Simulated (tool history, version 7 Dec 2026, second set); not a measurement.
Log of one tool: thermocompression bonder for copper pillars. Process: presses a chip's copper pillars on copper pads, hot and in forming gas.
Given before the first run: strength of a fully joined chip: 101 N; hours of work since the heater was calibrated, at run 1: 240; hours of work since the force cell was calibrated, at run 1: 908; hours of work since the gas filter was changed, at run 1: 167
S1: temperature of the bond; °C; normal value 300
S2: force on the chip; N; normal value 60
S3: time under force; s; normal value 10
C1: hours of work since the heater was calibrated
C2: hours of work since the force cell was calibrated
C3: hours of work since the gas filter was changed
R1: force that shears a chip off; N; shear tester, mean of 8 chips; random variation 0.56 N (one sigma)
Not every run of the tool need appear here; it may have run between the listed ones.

{"run": 1, "hour": 0.0, "S1": 300, "S2": 60, "S3": 10, "C1": 240, "C2": 908, "C3": 167, "R1": 51.0}
{"run": 2, "hour": 28.2, "S1": 300, "S2": 60, "S3": 10, "C1": 260, "C2": 928, "C3": 187, "R1": 52.9}
{"run": 3, "hour": 56.1, "S1": 300, "S2": 60, "S3": 10, "C1": 280, "C2": 948, "C3": 207, "R1": 52.7}
{"run": 4, "hour": 90.6, "S1": 300, "S2": 60, "S3": 10, "C1": 304, "C2": 972, "C3": 231, "R1": 51.3}
{"run": 5, "hour": 113.3, "S1": 300, "S2": 60, "S3": 10, "C1": 320, "C2": 988, "C3": 247, "R1": 50.6}
{"run": 6, "hour": 139.0, "S1": 296, "S2": 60, "S3": 10, "C1": 339, "C2": 1006, "C3": 265, "R1": 48.5}
{"run": 7, "hour": 166.3, "S1": 288, "S2": 60, "S3": 10, "C1": 358, "C2": 1026, "C3": 285, "R1": 43.1}
{"run": 8, "hour": 195.0, "S1": 288, "S2": 60, "S3": 10, "C1": 378, "C2": 1046, "C3": 305, "R1": 43.8}
{"run": 9, "hour": 234.2, "S1": 330, "S2": 43, "S3": 15, "C1": 406, "C2": 1074, "C3": 333, "R1": 58.5}
{"run": 10, "hour": 258.1, "S1": 330, "S2": 43, "S3": 25, "C1": 423, "C2": 1091, "C3": 350, "R1": 69.0}
{"run": 11, "hour": 282.1, "S1": 273, "S2": 72, "S3": 10, "C1": 440, "C2": 1108, "C3": 367, "R1": 42.1}

Some steps in R1, run to run, broken into two amounts with sign: the step expected even without the hidden condition (settings, incoming material, random variation), and the rest, left for the hidden condition together with whatever gauge scatter is not in both the measured and the hidden-condition-free result:
The tool's hidden condition here consists of: true temperature of the bond over the reading, C; force that reaches the chip, % of what is set; oxide that the forming gas leaves, % of the face; drift of the gauge itself on shear_n, %.
Run 10 -> 11: S1 330 -> 273, S2 43 -> 72, S3 25 -> 10. R1 -26.9 N: hidden state +2.5, all else -29.4.
